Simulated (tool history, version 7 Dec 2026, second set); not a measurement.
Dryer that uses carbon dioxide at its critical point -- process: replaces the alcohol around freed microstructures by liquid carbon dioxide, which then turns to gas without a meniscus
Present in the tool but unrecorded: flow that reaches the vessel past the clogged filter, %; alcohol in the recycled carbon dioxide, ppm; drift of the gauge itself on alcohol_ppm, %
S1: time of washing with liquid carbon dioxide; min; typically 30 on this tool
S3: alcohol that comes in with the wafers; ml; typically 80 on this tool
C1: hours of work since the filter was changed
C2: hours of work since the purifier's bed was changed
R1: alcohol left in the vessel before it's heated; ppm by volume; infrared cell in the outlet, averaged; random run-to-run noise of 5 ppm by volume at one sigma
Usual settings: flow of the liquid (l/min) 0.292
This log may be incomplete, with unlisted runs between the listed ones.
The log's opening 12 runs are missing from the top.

{"run": 13, "hour": 292.0, "S1": 30, "flow of the liquid (l/min)": 0.465, "S3": 80, "C1": 87, "C2": 179, "R1": 33}
{"run": 14, "hour": 326.2, "S1": 30, "flow of the liquid (l/min)": 0.465, "S3": 25, "C1": 100, "C2": 192, "R1": 33}
{"run": 15, "hour": 362.0, "S1": 30, "flow of the liquid (l/min)": 0.292, "S3": 80, "C1": 114, "C2": 206, "R1": 64}
{"run": 16, "hour": 380.1, "S1": 30, "flow of the liquid (l/min)": 0.292, "S3": 80, "C1": 121, "C2": 213, "R1": 77}
{"run": 17, "hour": 411.5, "S1": 30, "flow of the liquid (l/min)": 0.292, "S3": 113, "C1": 133, "C2": 225, "R1": 108}
{"run": 18, "hour": 426.5, "S1": 30, "flow of the liquid (l/min)": 0.292, "S3": 92, "C1": 139, "C2": 231, "R1": 110}
{"run": 19, "hour": 443.2, "S1": 34, "flow of the liquid (l/min)": 0.239, "S3": 23, "C1": 146, "C2": 238, "R1": 71}
{"run": 20, "hour": 478.3, "S1": 30, "flow of the liquid (l/min)": 0.292, "S3": 64, "C1": 159, "C2": 251, "R1": 77}
{"run": 21, "hour": 503.6, "S1": 30, "flow of the liquid (l/min)": 0.292, "S3": 64, "C1": 169, "C2": 261, "R1": 88}
{"run": 22, "hour": 519.8, "S1": 42, "flow of the liquid (l/min)": 0.363, "S3": 64, "C1": 175, "C2": 267, "R1": 46}
{"run": 23, "hour": 535.7, "S1": 42, "flow of the liquid (l/min)": 0.363, "S3": 64, "C1": 182, "C2": 273, "R1": 54}
{"run": 24, "hour": 555.9, "S1": 42, "flow of the liquid (l/min)": 0.363, "S3": 64, "C1": 189, "C2": 281, "R1": 49}
{"run": 25, "hour": 573.0, "S1": 42, "flow of the liquid (l/min)": 0.363, "S3": 64, "C1": 196, "C2": 288, "R1": 47}
{"run": 26, "hour": 608.7, "S1": 24, "flow of the liquid (l/min)": 0.292, "S3": 80, "C1": 210, "C2": 302, "R1": 314}
{"run": 27, "hour": 625.9, "S1": 18, "flow of the liquid (l/min)": 0.292, "S3": 30, "C1": 216, "C2": 308, "R1": 474}
{"run": 28, "hour": 651.5, "S1": 18, "flow of the liquid (l/min)": 0.292, "S3": 30, "C1": 226, "C2": 318, "R1": 474}
{"run": 29, "hour": 666.6, "S1": 32, "flow of the liquid (l/min)": 0.247, "S3": 35, "C1": 232, "C2": 324, "R1": 115}
{"run": 30, "hour": 684.1, "S1": 32, "flow of the liquid (l/min)": 0.247, "S3": 35, "C1": 239, "C2": 331, "R1": 126}
{"run": 31, "hour": 711.8, "S1": 32, "flow of the liquid (l/min)": 0.247, "S3": 35, "C1": 250, "C2": 342, "R1": 123}
{"run": 32, "hour": 735.5, "S1": 32, "flow of the liquid (l/min)": 0.247, "S3": 35, "C1": 259, "C2": 351, "R1": 131}
{"run": 33, "hour": 761.5, "S1": 32, "flow of the liquid (l/min)": 0.247, "S3": 35, "C1": 269, "C2": 361, "R1": 132}
{"run": 34, "hour": 791.6, "S1": 29, "flow of the liquid (l/min)": 0.292, "S3": 92, "C1": 281, "C2": 372, "R1": 188}
{"run": 35, "hour": 811.2, "S1": 29, "flow of the liquid (l/min)": 0.292, "S3": 92, "C1": 288, "C2": 380, "R1": 188}

3 ways to go on from here, each from the tool as it stands after run 35. What would each give?
{"run": "A", "hour": 825.9, "S1": 19, "flow of the liquid (l/min)": 0.292, "S3": 92, "C1": 294, "C2": 386, "R1": "?"}
{"run": "B", "hour": 825.9, "S1": 30, "flow of the liquid (l/min)": 0.24, "S3": 98, "C1": 294, "C2": 386, "R1": "?"}
{"run": "C", "hour": 825.9, "S1": 48, "flow of the liquid (l/min)": 0.465, "S3": 92, "C1": 294, "C2": 386, "R1": "?"}

run=A R1=1307
run=B R1=442
run=C R1=51
Take away the tool's hidden state, keep each run's random variation, and the runs would have read:
run=A R1=600
run=B R1=153
run=C R1=0
